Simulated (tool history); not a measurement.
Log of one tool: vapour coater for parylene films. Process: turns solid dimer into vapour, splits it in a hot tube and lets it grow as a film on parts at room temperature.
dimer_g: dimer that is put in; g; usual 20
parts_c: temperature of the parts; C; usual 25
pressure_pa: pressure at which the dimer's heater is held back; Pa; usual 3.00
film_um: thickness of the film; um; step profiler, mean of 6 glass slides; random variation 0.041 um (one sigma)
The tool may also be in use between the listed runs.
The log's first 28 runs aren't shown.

{"hour": 1410.5, "done": "trap's valve overhauled"}
{"run": 29, "hour": 1449.0, "dimer_g": 15, "parts_c": 19, "pressure_pa": 5.35, "film_um": 9.93}
{"run": 30, "hour": 1488.2, "dimer_g": 24, "parts_c": 25, "pressure_pa": 4.6, "film_um": 12.26}
{"run": 31, "hour": 1523.2, "dimer_g": 24, "parts_c": 25, "pressure_pa": 4.6, "film_um": 12.14}
{"run": 32, "hour": 1581.4, "dimer_g": 22, "parts_c": 22, "pressure_pa": 2.97, "film_um": 13.46}
{"run": 33, "hour": 1633.9, "dimer_g": 27, "parts_c": 25, "pressure_pa": 3.0, "film_um": 14.16}
{"run": 34, "hour": 1700.1, "dimer_g": 30, "parts_c": 25, "pressure_pa": 2.3, "film_um": 16.11}
{"run": 35, "hour": 1732.0, "dimer_g": 16, "parts_c": 25, "pressure_pa": 3.63, "film_um": 8.13}
{"run": 36, "hour": 1794.2, "dimer_g": 20, "parts_c": 19, "pressure_pa": 3.0, "film_um": 13.48}
{"run": 37, "hour": 1838.1, "dimer_g": 20, "parts_c": 19, "pressure_pa": 3.0, "film_um": 13.44}
{"run": 38, "hour": 1874.6, "dimer_g": 13, "parts_c": 28, "pressure_pa": 9.13, "film_um": 5.16}
{"run": 39, "hour": 1920.5, "dimer_g": 20, "parts_c": 24, "pressure_pa": 3.62, "film_um": 10.46}
{"run": 40, "hour": 1970.4, "dimer_g": 9, "parts_c": 25, "pressure_pa": 10.5, "film_um": 3.97}
{"hour": 1996.4, "done": "trap's valve overhauled"}
{"run": 41, "hour": 2039.8, "dimer_g": 14, "parts_c": 22, "pressure_pa": 5.02, "film_um": 8.21}
{"run": 42, "hour": 2088.2, "dimer_g": 14, "parts_c": 22, "pressure_pa": 5.02, "film_um": 8.22}
{"run": 43, "hour": 2121.9, "dimer_g": 20, "parts_c": 25, "pressure_pa": 8.76, "film_um": 9.53}
{"run": 44, "hour": 2175.2, "dimer_g": 12, "parts_c": 25, "pressure_pa": 3.09, "film_um": 6.42}
{"run": 45, "hour": 2226.5, "dimer_g": 12, "parts_c": 25, "pressure_pa": 3.09, "film_um": 6.32}
{"run": 46, "hour": 2280.2, "dimer_g": 20, "parts_c": 30, "pressure_pa": 7.6, "film_um": 7.6}
{"run": 47, "hour": 2333.0, "dimer_g": 17, "parts_c": 20, "pressure_pa": 4.85, "film_um": 10.67}

4 ways to go on from here, each from the tool as it stands after run 47. What would each give?
{"run": "A", "hour": 2371.2, "dimer_g": 11, "parts_c": 28, "pressure_pa": 4.85, "film_um": "?"}
{"run": "B", "hour": 2371.2, "dimer_g": 34, "parts_c": 20, "pressure_pa": 2.15, "film_um": "?"}
{"run": "C", "hour": 2371.2, "dimer_g": 20, "parts_c": 35, "pressure_pa": 3.0, "film_um": "?"}
{"run": "D", "hour": 2371.2, "dimer_g": 11, "parts_c": 23, "pressure_pa": 4.71, "film_um": "?"}

run=A film_um=4.78
run=B film_um=23.09
run=C film_um=6.65
run=D film_um=6.00
Without the tool's hidden state the same runs would have given:
run=A film_um=4.87
run=B film_um=23.53
run=C film_um=6.78
run=D film_um=6.11
